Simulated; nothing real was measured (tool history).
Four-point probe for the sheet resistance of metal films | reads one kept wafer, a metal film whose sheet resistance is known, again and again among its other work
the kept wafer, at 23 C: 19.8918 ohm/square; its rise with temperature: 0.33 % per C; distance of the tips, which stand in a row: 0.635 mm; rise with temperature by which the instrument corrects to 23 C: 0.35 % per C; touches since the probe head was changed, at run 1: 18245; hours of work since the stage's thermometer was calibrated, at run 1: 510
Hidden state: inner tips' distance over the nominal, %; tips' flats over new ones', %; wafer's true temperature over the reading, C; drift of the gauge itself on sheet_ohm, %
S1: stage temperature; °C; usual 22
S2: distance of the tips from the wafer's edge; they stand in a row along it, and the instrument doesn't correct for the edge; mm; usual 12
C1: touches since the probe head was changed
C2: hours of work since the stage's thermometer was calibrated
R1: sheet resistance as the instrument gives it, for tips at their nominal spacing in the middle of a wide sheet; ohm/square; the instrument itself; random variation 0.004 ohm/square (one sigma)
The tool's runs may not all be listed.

Run 1, day 0.000: usual settings; C1 18245; C2 510. Result: R1 19.945114 ohm/square.
Run 2, day 1.896: usual settings; C1 20316; C2 540. Result: R1 19.935052 ohm/square.
Run 3, day 3.854: usual settings; C1 22451; C2 571. Result: R1 19.938834 ohm/square.
Run 4, day 5.088: usual settings; C1 23796; C2 591. Result: R1 19.932248 ohm/square.
Run 5, day 6.762: usual settings but S1 23 °C; C1 25627; C2 617. Result: R1 19.925391 ohm/square.
Run 6, day 8.317: usual settings but S1 23 °C; C1 27321; C2 642. Result: R1 19.916377 ohm/square.
Run 7, day 10.267: usual settings but S1 23 °C; C1 29451; C2 673. Result: R1 19.923327 ohm/square.
Run 8, day 12.096: usual settings but S1 19 °C; C1 31445; C2 702. Result: R1 19.925320 ohm/square.
Run 9, day 14.333: usual settings but S1 19 °C; C1 33885; C2 738. Result: R1 19.920380 ohm/square.
Run 10, day 16.271: usual settings but S1 19 °C; C1 36001; C2 769. Result: R1 19.927849 ohm/square.
Run 11, day 17.858: usual settings but S1 19 °C; C1 37734; C2 794. Result: R1 19.917585 ohm/square.
Run 12, day 19.508: usual settings; C1 39535; C2 820. Result: R1 19.910773 ohm/square.
Run 13, day 21.629: usual settings; C1 41850; C2 854. Result: R1 19.905279 ohm/square.
Run 14, day 22.717: usual settings; C1 43036; C2 871. Result: R1 19.898803 ohm/square.
Run 15, day 24.004: usual settings but S1 19 °C, S2 3 mm; C1 44440; C2 892. Result: R1 20.353556 ohm/square.
Run 16, day 25.212: usual settings but S1 30 °C, S2 3 mm; C1 45761; C2 911. Result: R1 20.303781 ohm/square.
Run 17, day 26.283: usual settings but S1 30 °C, S2 3 mm; C1 46930; C2 928. Result: R1 20.294189 ohm/square.
Run 18, day 28.221: usual settings but S1 30 °C, S2 3 mm; C1 49042; C2 959. Result: R1 20.288954 ohm/square.
Run 19, day 29.717: usual settings but S1 30 °C, S2 3 mm; C1 50677; C2 982. Result: R1 20.290052 ohm/square.
Run 20, day 31.246: usual settings but S2 3 mm; C1 52345; C2 1007. Result: R1 20.325249 ohm/square.
Run 21, day 33.267: usual settings but S1 27 °C, S2 7 mm; C1 54551; C2 1039. Result: R1 19.909870 ohm/square.
Run 22, day 34.812: usual settings but S1 27 °C, S2 7 mm; C1 56238; C2 1063. Result: R1 19.915684 ohm/square.
Run 23, day 36.896: usual settings but S1 32 °C; C1 58513; C2 1097. Result: R1 19.840795 ohm/square.
Run 24, day 38.700: usual settings but S1 32 °C; C1 60480; C2 1125. Result: R1 19.837908 ohm/square.
Run 25, day 40.138: usual settings but S1 28 °C, S2 36 mm; C1 62049; C2 1148. Result: R1 19.813438 ohm/square.
Run 26, day 41.733: usual settings but S1 26 °C, S2 4 mm; C1 63788; C2 1174. Result: R1 20.086645 ohm/square.

Run 27 comes next. What will it give?
Run 27, day 43.662: usual settings but S1 31 °C, S2 54 mm; C1 65897; C2 1204. Result: R1 ?.

Run 27 gave R1 19.796267 ohm/square.
Without the tool's hidden state the same run would have given R1 19.856664 ohm/square.
